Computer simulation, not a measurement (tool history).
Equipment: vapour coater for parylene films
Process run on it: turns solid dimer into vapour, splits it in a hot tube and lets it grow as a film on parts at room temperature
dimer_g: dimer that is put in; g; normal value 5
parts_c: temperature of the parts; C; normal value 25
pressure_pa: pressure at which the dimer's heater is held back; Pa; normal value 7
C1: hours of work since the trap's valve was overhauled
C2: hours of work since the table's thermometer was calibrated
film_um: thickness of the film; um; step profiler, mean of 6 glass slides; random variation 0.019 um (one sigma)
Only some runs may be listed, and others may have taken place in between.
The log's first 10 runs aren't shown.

run 11 hour=562.9 | dimer_g=5 parts_c=25 pressure_pa=7 | C1=153 C2=1194 | film_um=1.21
run 12 hour=605.6 | dimer_g=5 parts_c=25 pressure_pa=7 | C1=182 C2=1223 | film_um=1.23
run 13 hour=673.8 | dimer_g=5 parts_c=25 pressure_pa=7 | C1=228 C2=1269 | film_um=1.19
run 14 hour=723.6 | dimer_g=5 parts_c=25 pressure_pa=7 | C1=262 C2=1303 | film_um=1.24
run 15 hour=801.7 | dimer_g=5 parts_c=25 pressure_pa=7 | C1=315 C2=1356 | film_um=1.2
run 16 hour=848 | dimer_g=5 parts_c=25 pressure_pa=7 | C1=346 C2=1387 | film_um=1.19
run 17 hour=880.8 | dimer_g=5 parts_c=25 pressure_pa=7 | C1=368 C2=1409 | film_um=1.18
-- hour=934.4 trap's valve overhauled
run 18 hour=947.2 | dimer_g=5 parts_c=20 pressure_pa=7 | C1=9 C2=1452 | film_um=1.46
run 19 hour=1013.5 | dimer_g=4 parts_c=24 pressure_pa=7.09 | C1=53 C2=1496 | film_um=1.02
run 20 hour=1089.7 | dimer_g=5 parts_c=23 pressure_pa=7 | C1=105 C2=1548 | film_um=1.34
run 21 hour=1131.9 | dimer_g=2 parts_c=25 pressure_pa=2.38 | C1=134 C2=1576 | film_um=0.59
run 22 hour=1200.1 | dimer_g=5 parts_c=37 pressure_pa=5.06 | C1=180 C2=1623 | film_um=0.96
run 23 hour=1268.5 | dimer_g=5 parts_c=37 pressure_pa=5.06 | C1=226 C2=1669 | film_um=0.92
run 24 hour=1331.4 | dimer_g=3 parts_c=18 pressure_pa=10.98 | C1=268 C2=1711 | film_um=0.84
run 25 hour=1364.8 | dimer_g=6 parts_c=25 pressure_pa=4.34 | C1=291 C2=1734 | film_um=1.54
run 26 hour=1410.6 | dimer_g=3 parts_c=34 pressure_pa=2.91 | C1=322 C2=1765 | film_um=0.66
run 27 hour=1461.4 | dimer_g=2 parts_c=35 pressure_pa=7 | C1=356 C2=1799 | film_um=0.38
-- hour=1533.4 trap's valve overhauled
run 28 hour=1533.4 | dimer_g=5 parts_c=25 pressure_pa=2.13 | C1=0 C2=1845 | film_um=1.52
run 29 hour=1570.7 | dimer_g=5 parts_c=25 pressure_pa=2.13 | C1=25 C2=1870 | film_um=1.5
-- hour=1636.8 table's thermometer calibrated
run 30 hour=1646.4 | dimer_g=3 parts_c=34 pressure_pa=4.62 | C1=76 C2=6 | film_um=0.62
run 31 hour=1720.5 | dimer_g=3 parts_c=34 pressure_pa=4.72 | C1=126 C2=57 | film_um=0.61
run 32 hour=1787.5 | dimer_g=7 parts_c=37 pressure_pa=5.81 | C1=171 C2=102 | film_um=1.26

Predict each of these 5 candidate next runs independently; none follows another, all start after run 32:
run A hour=1861.3 | dimer_g=6 parts_c=37 pressure_pa=5.81 | C1=221 C2=152 | film_um=?
run B hour=1861.3 | dimer_g=7 parts_c=25 pressure_pa=2.89 | C1=221 C2=152 | film_um=?
run C hour=1861.3 | dimer_g=7 parts_c=24 pressure_pa=5.81 | C1=221 C2=152 | film_um=?
run D hour=1861.3 | dimer_g=7 parts_c=19 pressure_pa=2.07 | C1=221 C2=152 | film_um=?
run E hour=1861.3 | dimer_g=6 parts_c=37 pressure_pa=5.67 | C1=221 C2=152 | film_um=?

run=A film_um=1.09
run=B film_um=1.86
run=C film_um=1.77
run=D film_um=2.28
run=E film_um=1.08
Without the tool's hidden state the same runs would have given:
run=A film_um=1.16
run=B film_um=1.98
run=C film_um=1.88
run=D film_um=2.42
run=E film_um=1.14
